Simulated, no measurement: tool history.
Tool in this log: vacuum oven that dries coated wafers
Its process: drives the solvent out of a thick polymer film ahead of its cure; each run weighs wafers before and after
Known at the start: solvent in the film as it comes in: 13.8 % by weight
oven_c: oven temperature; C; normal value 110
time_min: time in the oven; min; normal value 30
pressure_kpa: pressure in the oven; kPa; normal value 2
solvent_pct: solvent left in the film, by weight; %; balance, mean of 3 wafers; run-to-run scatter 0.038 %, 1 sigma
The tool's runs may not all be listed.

{"run": 1, "day": 0.0, "oven_c": 110, "time_min": 30, "pressure_kpa": 2, "solvent_pct": 2.38}
{"run": 2, "day": 1.746, "oven_c": 110, "time_min": 30, "pressure_kpa": 2, "solvent_pct": 2.39}
{"run": 3, "day": 3.938, "oven_c": 110, "time_min": 30, "pressure_kpa": 2, "solvent_pct": 2.34}
{"run": 4, "day": 5.638, "oven_c": 110, "time_min": 30, "pressure_kpa": 2, "solvent_pct": 2.35}
{"run": 5, "day": 9.267, "oven_c": 110, "time_min": 30, "pressure_kpa": 2, "solvent_pct": 2.41}
{"run": 6, "day": 11.5, "oven_c": 110, "time_min": 30, "pressure_kpa": 2, "solvent_pct": 2.36}
{"run": 7, "day": 14.233, "oven_c": 110, "time_min": 30, "pressure_kpa": 5.59, "solvent_pct": 4.88}
{"run": 8, "day": 17.862, "oven_c": 110, "time_min": 30, "pressure_kpa": 2, "solvent_pct": 2.47}
{"day": 19.562, "done": "oven's thermocouples calibrated"}
{"run": 9, "day": 20.504, "oven_c": 110, "time_min": 30, "pressure_kpa": 2, "solvent_pct": 2.29}
{"run": 10, "day": 23.233, "oven_c": 110, "time_min": 30, "pressure_kpa": 2, "solvent_pct": 2.29}
{"run": 11, "day": 25.004, "oven_c": 110, "time_min": 30, "pressure_kpa": 2, "solvent_pct": 2.27}
{"run": 12, "day": 27.071, "oven_c": 110, "time_min": 19, "pressure_kpa": 2, "solvent_pct": 3.55}
{"run": 13, "day": 28.633, "oven_c": 110, "time_min": 19, "pressure_kpa": 2, "solvent_pct": 3.63}
{"run": 14, "day": 30.221, "oven_c": 110, "time_min": 19, "pressure_kpa": 2, "solvent_pct": 3.62}
{"run": 15, "day": 32.125, "oven_c": 110, "time_min": 19, "pressure_kpa": 2, "solvent_pct": 3.58}
{"run": 16, "day": 35.004, "oven_c": 110, "time_min": 19, "pressure_kpa": 2, "solvent_pct": 3.6}
{"run": 17, "day": 37.433, "oven_c": 110, "time_min": 19, "pressure_kpa": 2, "solvent_pct": 3.59}
{"run": 18, "day": 40.4, "oven_c": 110, "time_min": 19, "pressure_kpa": 2, "solvent_pct": 3.63}
{"run": 19, "day": 42.321, "oven_c": 110, "time_min": 30, "pressure_kpa": 1.03, "solvent_pct": 1.78}
{"run": 20, "day": 44.792, "oven_c": 98, "time_min": 30, "pressure_kpa": 1.03, "solvent_pct": 4}
{"run": 21, "day": 48.433, "oven_c": 98, "time_min": 30, "pressure_kpa": 1.03, "solvent_pct": 4.17}
{"run": 22, "day": 51.271, "oven_c": 98, "time_min": 30, "pressure_kpa": 1.03, "solvent_pct": 4.07}
{"run": 23, "day": 53.05, "oven_c": 98, "time_min": 30, "pressure_kpa": 1.03, "solvent_pct": 4.13}
{"run": 24, "day": 55.454, "oven_c": 98, "time_min": 30, "pressure_kpa": 1.03, "solvent_pct": 4.03}
{"run": 25, "day": 57.579, "oven_c": 105, "time_min": 16, "pressure_kpa": 5.43, "solvent_pct": 7.64}
{"day": 58.004, "done": "oven's thermocouples calibrated"}
{"run": 26, "day": 59.596, "oven_c": 112, "time_min": 16, "pressure_kpa": 5.43, "solvent_pct": 5.78}
{"run": 27, "day": 63.488, "oven_c": 112, "time_min": 47, "pressure_kpa": 6.69, "solvent_pct": 4.8}
{"run": 28, "day": 65.346, "oven_c": 110, "time_min": 30, "pressure_kpa": 3.96, "solvent_pct": 3.79}
{"run": 29, "day": 68.3, "oven_c": 110, "time_min": 36, "pressure_kpa": 2, "solvent_pct": 2.11}
{"run": 30, "day": 70.242, "oven_c": 110, "time_min": 36, "pressure_kpa": 2, "solvent_pct": 2.06}
{"run": 31, "day": 73.054, "oven_c": 108, "time_min": 32, "pressure_kpa": 6.53, "solvent_pct": 5.98}
{"run": 32, "day": 75.225, "oven_c": 110, "time_min": 19, "pressure_kpa": 2.6, "solvent_pct": 4.19}
{"run": 33, "day": 77.354, "oven_c": 117, "time_min": 16, "pressure_kpa": 2, "solvent_pct": 2.91}
{"run": 34, "day": 80.679, "oven_c": 106, "time_min": 24, "pressure_kpa": 2.11, "solvent_pct": 3.97}
{"run": 35, "day": 83.579, "oven_c": 106, "time_min": 24, "pressure_kpa": 2.11, "solvent_pct": 3.92}
{"run": 36, "day": 86.025, "oven_c": 103, "time_min": 24, "pressure_kpa": 1.6, "solvent_pct": 4.25}
{"run": 37, "day": 88.942, "oven_c": 103, "time_min": 24, "pressure_kpa": 1.6, "solvent_pct": 4.36}
{"run": 38, "day": 92.604, "oven_c": 103, "time_min": 24, "pressure_kpa": 1.6, "solvent_pct": 4.49}
{"run": 39, "day": 94.767, "oven_c": 117, "time_min": 24, "pressure_kpa": 1.6, "solvent_pct": 1.77}
{"day": 96.462, "done": "oven's thermocouples calibrated"}
{"run": 40, "day": 97.117, "oven_c": 103, "time_min": 31, "pressure_kpa": 1.6, "solvent_pct": 3.35}
{"run": 41, "day": 98.992, "oven_c": 103, "time_min": 31, "pressure_kpa": 1.6, "solvent_pct": 3.41}
{"run": 42, "day": 102.675, "oven_c": 103, "time_min": 31, "pressure_kpa": 1.6, "solvent_pct": 3.44}
{"run": 43, "day": 105.179, "oven_c": 111, "time_min": 29, "pressure_kpa": 2.67, "solvent_pct": 2.9}
{"run": 44, "day": 107.521, "oven_c": 98, "time_min": 29, "pressure_kpa": 1.02, "solvent_pct": 4.32}
{"run": 45, "day": 109.496, "oven_c": 98, "time_min": 29, "pressure_kpa": 1.02, "solvent_pct": 4.32}
{"run": 46, "day": 111.592, "oven_c": 106, "time_min": 21, "pressure_kpa": 4.09, "solvent_pct": 5.78}
{"day": 113.196, "done": "vacuum gauge cleaned of residue and calibrated"}
{"run": 47, "day": 113.504, "oven_c": 106, "time_min": 21, "pressure_kpa": 4.09, "solvent_pct": 5.59}

Here are 3 independent what-if runs from the current tool condition. What would each one return?
{"run": "A", "day": 115.408, "oven_c": 125, "time_min": 30, "pressure_kpa": 2, "solvent_pct": "?"}
{"run": "B", "day": 115.408, "oven_c": 101, "time_min": 17, "pressure_kpa": 4.6, "solvent_pct": "?"}
{"run": "C", "day": 115.408, "oven_c": 116, "time_min": 37, "pressure_kpa": 1.52, "solvent_pct": "?"}

run=A solvent_pct=0.98
run=B solvent_pct=7.87
run=C solvent_pct=1.23
Stripped of hidden state, with their random variation kept, the same runs would have yielded:
run=A solvent_pct=0.95
run=B solvent_pct=7.68
run=C solvent_pct=1.18

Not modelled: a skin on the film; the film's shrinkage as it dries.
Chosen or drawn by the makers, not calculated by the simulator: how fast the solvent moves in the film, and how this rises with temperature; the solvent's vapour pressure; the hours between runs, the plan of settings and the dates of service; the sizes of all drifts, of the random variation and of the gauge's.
